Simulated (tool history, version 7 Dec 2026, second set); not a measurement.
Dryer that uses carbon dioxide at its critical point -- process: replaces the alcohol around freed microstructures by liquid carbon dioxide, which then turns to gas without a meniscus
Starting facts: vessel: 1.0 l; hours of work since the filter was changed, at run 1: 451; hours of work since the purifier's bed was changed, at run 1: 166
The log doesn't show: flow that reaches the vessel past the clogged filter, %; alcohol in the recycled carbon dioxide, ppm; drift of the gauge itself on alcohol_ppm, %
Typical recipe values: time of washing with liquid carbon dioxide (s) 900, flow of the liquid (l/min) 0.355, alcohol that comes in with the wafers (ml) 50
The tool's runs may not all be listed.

run,day,time of washing with liquid carbon dioxide (s),flow of the liquid (l/min),alcohol that comes in with the wafers (ml),hours of work since the filter was changed,hours of work since the purifier's bed was changed,alcohol left in the vessel before it's heated (ppm by volume)
1,0,900,0.355,50,451,166,483
2,0.458,900,0.355,50,456,170,463
3,1.296,900,0.355,50,463,178,461
4,2.004,900,0.355,50,470,185,467
5,2.612,900,0.355,50,476,190,482
6,3.054,900,0.355,50,480,194,468
7,3.871,900,0.355,50,487,202,474
8,4.3,900,0.355,50,491,206,490
9,4.983,900,0.355,50,498,212,481
10,5.383,1380,0.383,41,502,216,67
11,5.812,1380,0.383,41,506,220,71
# day 6.692: inlet filter changed
12,6.792,1380,0.225,41,1,229,373
13,7.383,900,0.332,34,6,234,362
14,8.029,900,0.288,56,12,240,1010
15,8.679,780,0.279,72,19,246,2394
16,9.371,780,0.548,30,25,253,92
17,10.283,780,0.548,30,34,262,92
18,11.217,900,0.548,36,42,270,78

What differs in the tool's unlogged condition from the final listed run ahead of each entry between runs to the first listed run following it?
From run 11 to run 12: inlet filter changed (day 6.692)
  flow that reaches the vessel past the clogged filter, %: 93.8 -> 99.8; alcohol in the recycled carbon dioxide, ppm: 50.6 -> 52.4
  measured value less the no-hidden-state value, alcohol left in the vessel before it's heated (ppm by volume): +52 -> +50

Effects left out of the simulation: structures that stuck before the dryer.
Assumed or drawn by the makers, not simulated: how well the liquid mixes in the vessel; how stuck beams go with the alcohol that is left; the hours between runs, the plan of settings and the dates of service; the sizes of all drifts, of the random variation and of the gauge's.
